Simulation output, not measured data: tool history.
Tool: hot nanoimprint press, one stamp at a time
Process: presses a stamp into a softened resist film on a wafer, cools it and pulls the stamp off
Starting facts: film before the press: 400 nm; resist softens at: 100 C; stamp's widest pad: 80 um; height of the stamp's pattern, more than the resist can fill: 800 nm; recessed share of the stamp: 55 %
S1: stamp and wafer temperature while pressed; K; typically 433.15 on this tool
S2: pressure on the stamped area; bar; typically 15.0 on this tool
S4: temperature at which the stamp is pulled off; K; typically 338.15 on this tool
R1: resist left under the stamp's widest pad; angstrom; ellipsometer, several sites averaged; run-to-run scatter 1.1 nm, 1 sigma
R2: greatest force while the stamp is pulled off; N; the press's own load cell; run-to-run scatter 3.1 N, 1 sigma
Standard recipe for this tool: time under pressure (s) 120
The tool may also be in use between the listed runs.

Run 1, day 0.000: usual settings. Result: R1 1802 angstrom, R2 174 N.
Run 2, day 0.529: usual settings. Result: R1 1821 angstrom, R2 178 N.
Run 3, day 1.042: usual settings but S2 9.3 bar. Result: R1 2180 angstrom, R2 174 N.
At day 2.062: stamp cleaned and given a new release coat.
Run 4, day 2.283: usual settings but S2 9.3 bar. Result: R1 2193 angstrom, R2 146 N.
Run 5, day 3.288: usual settings but S2 9.3 bar. Result: R1 2192 angstrom, R2 151 N.
Run 6, day 3.888: usual settings but S2 9.3 bar. Result: R1 2190 angstrom, R2 154 N.
Run 7, day 4.542: usual settings but S1 445.15 K. Result: R1 1075 angstrom, R2 153 N.
Run 8, day 5.488: usual settings but S1 445.15 K. Result: R1 1067 angstrom, R2 161 N.
Run 9, day 6.262: usual settings but S1 442.15 K, time under pressure (s) 86. Result: R1 1432 angstrom, R2 163 N.
Run 10, day 7.196: usual settings but time under pressure (s) 142, S4 344.15 K. Result: R1 1737 angstrom, R2 159 N.
Run 11, day 8.154: usual settings but time under pressure (s) 142, S4 344.15 K. Result: R1 1762 angstrom, R2 153 N.

Forecast each of these 3 alternatives for the next run:
Run A, day 8.833: usual settings but S2 10.4 bar, time under pressure (s) 169, S4 337.15 K. Result: R1 ?, R2 ?.
Run B, day 8.833: usual settings but S1 443.15 K. Result: R1 ?, R2 ?.
Run C, day 8.833: usual settings but S2 17.3 bar, time under pressure (s) 142, S4 344.15 K. Result: R1 ?, R2 ?.

run    R1   R2
  A  1908  177
  B  1188  175
  C  1674  166
With the hidden condition removed and each run's random variation left untouched, the same runs would have given:
run    R1   R2
  A  1756  145
  B  1079  143
  C  1511  135

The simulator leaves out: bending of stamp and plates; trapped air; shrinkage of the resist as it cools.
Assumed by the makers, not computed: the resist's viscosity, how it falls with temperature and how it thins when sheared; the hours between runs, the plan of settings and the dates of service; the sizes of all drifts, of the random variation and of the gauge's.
